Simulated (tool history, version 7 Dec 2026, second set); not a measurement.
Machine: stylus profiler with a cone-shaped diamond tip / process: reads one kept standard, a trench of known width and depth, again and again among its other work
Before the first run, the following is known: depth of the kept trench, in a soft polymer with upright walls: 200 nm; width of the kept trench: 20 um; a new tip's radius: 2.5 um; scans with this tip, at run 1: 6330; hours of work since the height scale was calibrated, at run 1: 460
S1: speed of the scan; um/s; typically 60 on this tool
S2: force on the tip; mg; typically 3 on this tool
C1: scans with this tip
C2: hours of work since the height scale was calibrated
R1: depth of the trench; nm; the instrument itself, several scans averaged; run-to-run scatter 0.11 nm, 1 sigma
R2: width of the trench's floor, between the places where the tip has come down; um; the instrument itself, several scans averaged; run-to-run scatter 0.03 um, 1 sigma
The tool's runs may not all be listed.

run 1 hour=0 | S1=60 S2=3 | C1=6330 C2=460 | R1=202.51 R2=16.64
run 2 hour=53.6 | S1=60 S2=3 | C1=6884 C2=500 | R1=202.57 R2=16.56
run 3 hour=88 | S1=60 S2=3 | C1=7239 C2=526 | R1=202.68 R2=16.48
run 4 hour=119.1 | S1=60 S2=3 | C1=7560 C2=550 | R1=202.5 R2=16.45
run 5 hour=174.6 | S1=60 S2=3 | C1=8134 C2=591 | R1=202.51 R2=16.32
run 6 hour=215.8 | S1=60 S2=3 | C1=8560 C2=622 | R1=202.52 R2=16.32
run 7 hour=245 | S1=60 S2=3 | C1=8861 C2=644 | R1=202.39 R2=16.25
-- hour=274.2 new tip fitted, height scale calibrated
run 8 hour=283.9 | S1=60 S2=3 | C1=100 C2=7 | R1=203.19 R2=17.73
run 9 hour=310.3 | S1=60 S2=3 | C1=373 C2=27 | R1=203.2 R2=17.75
run 10 hour=366.7 | S1=60 S2=1.43 | C1=956 C2=69 | R1=201.91 R2=17.41
run 11 hour=424.2 | S1=180 S2=1.4 | C1=1550 C2=113 | R1=201.77 R2=16.68
run 12 hour=466.7 | S1=180 S2=1.4 | C1=1990 C2=145 | R1=201.86 R2=16.59
run 13 hour=501.3 | S1=143 S2=1.85 | C1=2346 C2=171 | R1=202.05 R2=16.85
run 14 hour=554.6 | S1=162 S2=1.85 | C1=2897 C2=211 | R1=202.22 R2=16.71
run 15 hour=606.8 | S1=21 S2=2.59 | C1=3437 C2=250 | R1=202.63 R2=17.26
run 16 hour=643.6 | S1=21 S2=2.59 | C1=3817 C2=277 | R1=202.5 R2=17.25
run 17 hour=688.6 | S1=16 S2=3.41 | C1=4282 C2=311 | R1=203.35 R2=17.16
run 18 hour=731.7 | S1=47 S2=1.37 | C1=4727 C2=344 | R1=201.78 R2=16.92
run 19 hour=784.8 | S1=57 S2=3.47 | C1=5275 C2=383 | R1=203.26 R2=16.86

Here are 3 independent what-if runs from the current tool condition. What would each one return?
run A hour=834.7 | S1=199 S2=1.7 | C1=5791 C2=421 | R1=? R2=?
run B hour=834.7 | S1=95 S2=3 | C1=5791 C2=421 | R1=? R2=?
run C hour=834.7 | S1=50 S2=5.11 | C1=5791 C2=421 | R1=? R2=?

run=A R1=201.78 R2=15.96
run=B R1=202.9 R2=16.69
run=C R1=203.98 R2=16.81
Without the tool's hidden state the same runs would have given:
run=A R1=202.01 R2=17.02
run=B R1=203.14 R2=17.74
run=C R1=204.22 R2=17.87

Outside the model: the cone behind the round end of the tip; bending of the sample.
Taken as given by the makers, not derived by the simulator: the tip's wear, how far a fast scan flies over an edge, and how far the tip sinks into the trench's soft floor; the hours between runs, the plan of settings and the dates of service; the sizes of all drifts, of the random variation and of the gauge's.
